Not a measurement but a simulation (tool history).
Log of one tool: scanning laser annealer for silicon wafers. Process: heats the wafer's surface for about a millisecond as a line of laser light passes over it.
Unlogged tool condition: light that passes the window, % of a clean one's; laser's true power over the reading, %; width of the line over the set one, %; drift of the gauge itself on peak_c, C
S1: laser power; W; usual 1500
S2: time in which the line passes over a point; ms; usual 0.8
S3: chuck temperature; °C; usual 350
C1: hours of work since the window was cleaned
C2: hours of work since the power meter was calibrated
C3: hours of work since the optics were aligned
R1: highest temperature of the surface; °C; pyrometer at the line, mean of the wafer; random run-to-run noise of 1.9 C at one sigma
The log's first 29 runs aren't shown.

run	hour	S1	S2	S3	C1	C2	C3	R1
30	1489.5	1467	0.8	346	41	1746	525	1107
31	1561.8	1467	0.8	346	80	1784	563	1103
32	1596.8	1568	0.752	351	99	1803	582	1144
33	1641.3	1584	0.752	388	122	1827	606	1185
34	1699.6	1500	0.8	376	153	1858	637	1144
35	1736.4	1500	0.8	376	173	1877	656	1137
36	1781.3	1528	0.993	311	197	1901	680	1187
37	1831.3	1617	0.876	365	224	1928	707	1235
38	1869.4	1555	0.876	364	244	1948	727	1191
39	1916.5	1555	0.876	330	269	1973	752	1151
40	1955	1406	0.692	377	290	1994	773	1008

Forecast each of these 3 alternatives for the next run:
A	2008.3	1500	0.8	354	318	2022	801	?
B	2008.3	1578	0.923	373	318	2022	801	?
C	2008.3	1299	0.692	334	318	2022	801	?

run	R1
A	1088
B	1227
C	903
Stripped of hidden state, with their random variation kept, the same runs would have yielded:
run	R1
A	1146
B	1293
C	948

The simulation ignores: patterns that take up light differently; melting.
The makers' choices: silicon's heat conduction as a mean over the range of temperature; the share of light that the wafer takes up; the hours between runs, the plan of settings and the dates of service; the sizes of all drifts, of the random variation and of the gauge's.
